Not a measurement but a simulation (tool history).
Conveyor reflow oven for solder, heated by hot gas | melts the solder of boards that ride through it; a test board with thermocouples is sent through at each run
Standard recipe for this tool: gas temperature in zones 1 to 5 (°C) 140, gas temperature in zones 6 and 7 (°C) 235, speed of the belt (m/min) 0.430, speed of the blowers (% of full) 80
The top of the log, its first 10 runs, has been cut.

| run | hour | gas temperature in zones 1 to 5 (°C) | gas temperature in zones 6 and 7 (°C) | speed of the belt (m/min) | speed of the blowers (% of full) | highest temperature of the board (°C) | time above the solder's melting point (s) |
|---|---|---|---|---|---|---|---|
| 11 | 123.4 | 140 | 235 | 0.354 | 53 | 223.7 | 100.9 |
| 12 | 137.8 | 140 | 235 | 0.354 | 53 | 224.8 | 100.2 |
| 13 | 148.9 | 140 | 235 | 0.354 | 53 | 224.8 | 100.3 |
| 14 | 156.0 | 140 | 235 | 0.354 | 53 | 224.9 | 100.7 |
| 15 | 163.0 | 140 | 235 | 0.354 | 53 | 224.3 | 100.5 |
| 16 | 173.6 | 140 | 235 | 0.354 | 53 | 224.7 | 100.5 |
| 17 | 186.3 | 149 | 235 | 0.354 | 53 | 225.5 | 106.2 |
| 18 | 195.5 | 140 | 235 | 0.396 | 53 | 221.2 | 86.3 |
| 19 | 211.8 | 127 | 239 | 0.430 | 53 | 221.0 | 71.8 |
| 20 | 227.5 | 126 | 247 | 0.519 | 51 | 219.6 | 57.3 |
| 21 | 238.1 | 146 | 235 | 0.430 | 51 | 219.6 | 80.1 |
| 22 | 254.5 | 129 | 229 | 0.430 | 75 | 215.9 | 70.6 |
| 23 | 266.4 | 146 | 234 | 0.375 | 78 | 225.2 | 99.0 |
| 24 | 281.2 | 146 | 234 | 0.375 | 78 | 226.0 | 99.0 |
| 25 | 292.8 | 131 | 234 | 0.442 | 52 | 214.8 | 66.4 |
| 26 | 302.9 | 140 | 246 | 0.430 | 55 | 228.8 | 85.1 |
| 27 | 310.0 | 132 | 235 | 0.384 | 80 | 225.4 | 89.7 |
| 28 | 319.3 | 132 | 235 | 0.384 | 80 | 224.8 | 89.4 |
| 29 | 327.6 | 132 | 235 | 0.384 | 80 | 224.6 | 90.1 |
| 30 | 339.9 | 132 | 235 | 0.389 | 80 | 224.7 | 88.5 |
| 31 | 355.2 | 138 | 235 | 0.389 | 50 | 220.6 | 86.0 |

Predict each of these 4 candidate next runs independently; none follows another, all start after run 31:
| A | 365.1 | 145 | 235 | 0.430 | 56 | ? | ? |
| B | 365.1 | 138 | 233 | 0.399 | 50 | ? | ? |
| C | 365.1 | 138 | 235 | 0.449 | 72 | ? | ? |
| D | 365.1 | 150 | 239 | 0.430 | 59 | ? | ? |

| run | highest temperature of the board (°C) | time above the solder's melting point (s) |
|---|---|---|
| A | 219.6 | 80.1 |
| B | 218.1 | 81.3 |
| C | 220.1 | 74.2 |
| D | 224.7 | 86.6 |
With the hidden condition removed and each run's random variation left untouched, the same runs would have given:
| run | highest temperature of the board (°C) | time above the solder's melting point (s) |
|---|---|---|
| A | 221.8 | 81.7 |
| B | 220.2 | 83.2 |
| C | 222.7 | 76.1 |
| D | 226.9 | 87.7 |
